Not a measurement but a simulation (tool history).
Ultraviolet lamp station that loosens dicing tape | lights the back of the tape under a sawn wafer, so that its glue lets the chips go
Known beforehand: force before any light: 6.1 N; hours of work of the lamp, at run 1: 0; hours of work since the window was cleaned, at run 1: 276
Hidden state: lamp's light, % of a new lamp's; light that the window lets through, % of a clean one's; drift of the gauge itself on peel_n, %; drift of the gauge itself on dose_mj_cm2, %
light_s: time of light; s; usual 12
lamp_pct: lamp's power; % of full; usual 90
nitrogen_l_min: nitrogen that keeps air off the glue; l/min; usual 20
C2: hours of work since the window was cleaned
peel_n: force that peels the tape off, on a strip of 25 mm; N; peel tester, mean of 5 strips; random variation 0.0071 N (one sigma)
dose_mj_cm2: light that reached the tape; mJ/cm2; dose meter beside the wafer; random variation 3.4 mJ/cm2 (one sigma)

{"run": 1, "hour": 0.0, "light_s": 12, "lamp_pct": 90, "nitrogen_l_min": 20, "hours of work of the lamp": 0, "C2": 276, "peel_n": 0.25, "dose_mj_cm2": 531}
{"run": 2, "hour": 54.2, "light_s": 12, "lamp_pct": 90, "nitrogen_l_min": 20, "hours of work of the lamp": 30, "C2": 306, "peel_n": 0.25, "dose_mj_cm2": 527}
{"run": 3, "hour": 102.3, "light_s": 12, "lamp_pct": 90, "nitrogen_l_min": 20, "hours of work of the lamp": 56, "C2": 332, "peel_n": 0.251, "dose_mj_cm2": 521}
{"run": 4, "hour": 166.8, "light_s": 12, "lamp_pct": 90, "nitrogen_l_min": 20, "hours of work of the lamp": 91, "C2": 367, "peel_n": 0.262, "dose_mj_cm2": 506}
{"run": 5, "hour": 239.7, "light_s": 12, "lamp_pct": 90, "nitrogen_l_min": 20, "hours of work of the lamp": 130, "C2": 407, "peel_n": 0.259, "dose_mj_cm2": 498}
{"run": 6, "hour": 322.1, "light_s": 10, "lamp_pct": 90, "nitrogen_l_min": 20, "hours of work of the lamp": 175, "C2": 451, "peel_n": 0.313, "dose_mj_cm2": 406}
{"run": 7, "hour": 368.2, "light_s": 12, "lamp_pct": 98, "nitrogen_l_min": 20, "hours of work of the lamp": 200, "C2": 477, "peel_n": 0.249, "dose_mj_cm2": 531}
{"run": 8, "hour": 427.4, "light_s": 12, "lamp_pct": 98, "nitrogen_l_min": 20, "hours of work of the lamp": 233, "C2": 509, "peel_n": 0.246, "dose_mj_cm2": 516}
{"hour": 464.0, "done": "window cleaned of glue's vapour"}
{"run": 9, "hour": 491.8, "light_s": 22, "lamp_pct": 98, "nitrogen_l_min": 20, "hours of work of the lamp": 267, "C2": 15, "peel_n": 0.229, "dose_mj_cm2": 974}
{"run": 10, "hour": 571.4, "light_s": 22, "lamp_pct": 98, "nitrogen_l_min": 20, "hours of work of the lamp": 311, "C2": 58, "peel_n": 0.214, "dose_mj_cm2": 954}
{"run": 11, "hour": 651.6, "light_s": 22, "lamp_pct": 98, "nitrogen_l_min": 20, "hours of work of the lamp": 354, "C2": 102, "peel_n": 0.233, "dose_mj_cm2": 951}
{"run": 12, "hour": 692.0, "light_s": 22, "lamp_pct": 98, "nitrogen_l_min": 20, "hours of work of the lamp": 376, "C2": 124, "peel_n": 0.218, "dose_mj_cm2": 932}
{"run": 13, "hour": 771.7, "light_s": 12, "lamp_pct": 74, "nitrogen_l_min": 34, "hours of work of the lamp": 420, "C2": 167, "peel_n": 0.289, "dose_mj_cm2": 373}
{"run": 14, "hour": 867.3, "light_s": 12, "lamp_pct": 74, "nitrogen_l_min": 34, "hours of work of the lamp": 472, "C2": 219, "peel_n": 0.302, "dose_mj_cm2": 362}
{"run": 15, "hour": 961.0, "light_s": 12, "lamp_pct": 64, "nitrogen_l_min": 33, "hours of work of the lamp": 523, "C2": 270, "peel_n": 0.381, "dose_mj_cm2": 310}
{"run": 16, "hour": 1052.4, "light_s": 22, "lamp_pct": 90, "nitrogen_l_min": 20, "hours of work of the lamp": 572, "C2": 320, "peel_n": 0.233, "dose_mj_cm2": 777}
{"run": 17, "hour": 1136.1, "light_s": 8, "lamp_pct": 77, "nitrogen_l_min": 23, "hours of work of the lamp": 618, "C2": 366, "peel_n": 0.716, "dose_mj_cm2": 233}
{"run": 18, "hour": 1190.3, "light_s": 12, "lamp_pct": 90, "nitrogen_l_min": 27, "hours of work of the lamp": 647, "C2": 395, "peel_n": 0.28, "dose_mj_cm2": 400}
{"run": 19, "hour": 1256.0, "light_s": 12, "lamp_pct": 90, "nitrogen_l_min": 24, "hours of work of the lamp": 683, "C2": 431, "peel_n": 0.308, "dose_mj_cm2": 394}
{"hour": 1305.1, "done": "lamp changed"}
{"run": 20, "hour": 1339.2, "light_s": 12, "lamp_pct": 62, "nitrogen_l_min": 7, "hours of work of the lamp": 19, "C2": 476, "peel_n": 0.734, "dose_mj_cm2": 349}
{"run": 21, "hour": 1410.0, "light_s": 12, "lamp_pct": 70, "nitrogen_l_min": 30, "hours of work of the lamp": 57, "C2": 514, "peel_n": 0.296, "dose_mj_cm2": 389}
{"hour": 1442.6, "done": "window cleaned of glue's vapour"}
{"run": 22, "hour": 1458.5, "light_s": 22, "lamp_pct": 69, "nitrogen_l_min": 27, "hours of work of the lamp": 83, "C2": 9, "peel_n": 0.236, "dose_mj_cm2": 736}

What will run 23 give?
{"run": 23, "hour": 1501.6, "light_s": 7, "lamp_pct": 84, "nitrogen_l_min": 20, "hours of work of the lamp": 107, "C2": 32, "peel_n": "?", "dose_mj_cm2": "?"}

peel_n: 0.558 N
dose_mj_cm2: 282 mJ/cm2
Without the tool's hidden state the same run would have given peel_n 0.507 N, dose_mj_cm2 298 mJ/cm2.
